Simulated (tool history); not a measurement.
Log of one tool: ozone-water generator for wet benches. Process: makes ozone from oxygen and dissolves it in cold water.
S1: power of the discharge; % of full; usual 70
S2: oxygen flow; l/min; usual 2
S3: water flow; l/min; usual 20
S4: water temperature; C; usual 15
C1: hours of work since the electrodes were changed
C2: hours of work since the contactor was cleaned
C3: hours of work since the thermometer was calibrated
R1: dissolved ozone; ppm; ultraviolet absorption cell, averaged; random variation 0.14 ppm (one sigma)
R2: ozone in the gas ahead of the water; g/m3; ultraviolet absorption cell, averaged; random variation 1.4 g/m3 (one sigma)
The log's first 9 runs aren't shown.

run 10 day=37.121 | S1=70 S2=2 S3=24 S4=15 | C1=2699 C2=1543 C3=1947 | R1=13.2 R2=267.5
run 11 day=41.292 | S1=70 S2=2 S3=24 S4=15 | C1=2794 C2=1638 C3=2042 | R1=13.2 R2=272.8
run 12 day=46.358 | S1=70 S2=2 S3=24 S4=15 | C1=2910 C2=1754 C3=2158 | R1=13.4 R2=271.8
run 13 day=50.708 | S1=70 S2=2 S3=20 S4=15 | C1=3009 C2=1853 C3=2257 | R1=16.2 R2=272
run 14 day=53.433 | S1=70 S2=2 S3=20 S4=15 | C1=3071 C2=1916 C3=2319 | R1=16.1 R2=270.3
run 15 day=58.379 | S1=70 S2=3.57 S3=20 S4=15 | C1=3184 C2=2029 C3=2432 | R1=16.5 R2=182.2
run 16 day=61.804 | S1=70 S2=2 S3=24 S4=15 | C1=3262 C2=2107 C3=2511 | R1=13.3 R2=271.7
run 17 day=67.271 | S1=76 S2=2.13 S3=15 S4=9 | C1=3387 C2=2232 C3=2636 | R1=24.3 R2=280.2
run 18 day=70.658 | S1=88 S2=2.13 S3=15 S4=18 | C1=3465 C2=2309 C3=2713 | R1=25.5 R2=317.8
run 19 day=73.188 | S1=68 S2=2 S3=20 S4=12 | C1=3523 C2=2367 C3=2771 | R1=16.1 R2=266.9
run 20 day=77.304 | S1=77 S2=2 S3=20 S4=16 | C1=3617 C2=2461 C3=2865 | R1=17.4 R2=297.1
run 21 day=80.425 | S1=58 S2=2 S3=12 S4=16 | C1=3688 C2=2532 C3=2936 | R1=22.7 R2=231.3
run 22 day=82.762 | S1=78 S2=2 S3=20 S4=15 | C1=3741 C2=2586 C3=2990 | R1=17.9 R2=300.1

The next listed run, before its measurement:
run 23 day=86.85 | S1=70 S2=2 S3=19 S4=21 | C1=3835 C2=2679 C3=3083 | R1=? R2=?

R1: 16.4 ppm
R2: 272.6 g/m3
Without the tool's hidden state the same run would have given R1 16.4 ppm, R2 267.1 g/m3.

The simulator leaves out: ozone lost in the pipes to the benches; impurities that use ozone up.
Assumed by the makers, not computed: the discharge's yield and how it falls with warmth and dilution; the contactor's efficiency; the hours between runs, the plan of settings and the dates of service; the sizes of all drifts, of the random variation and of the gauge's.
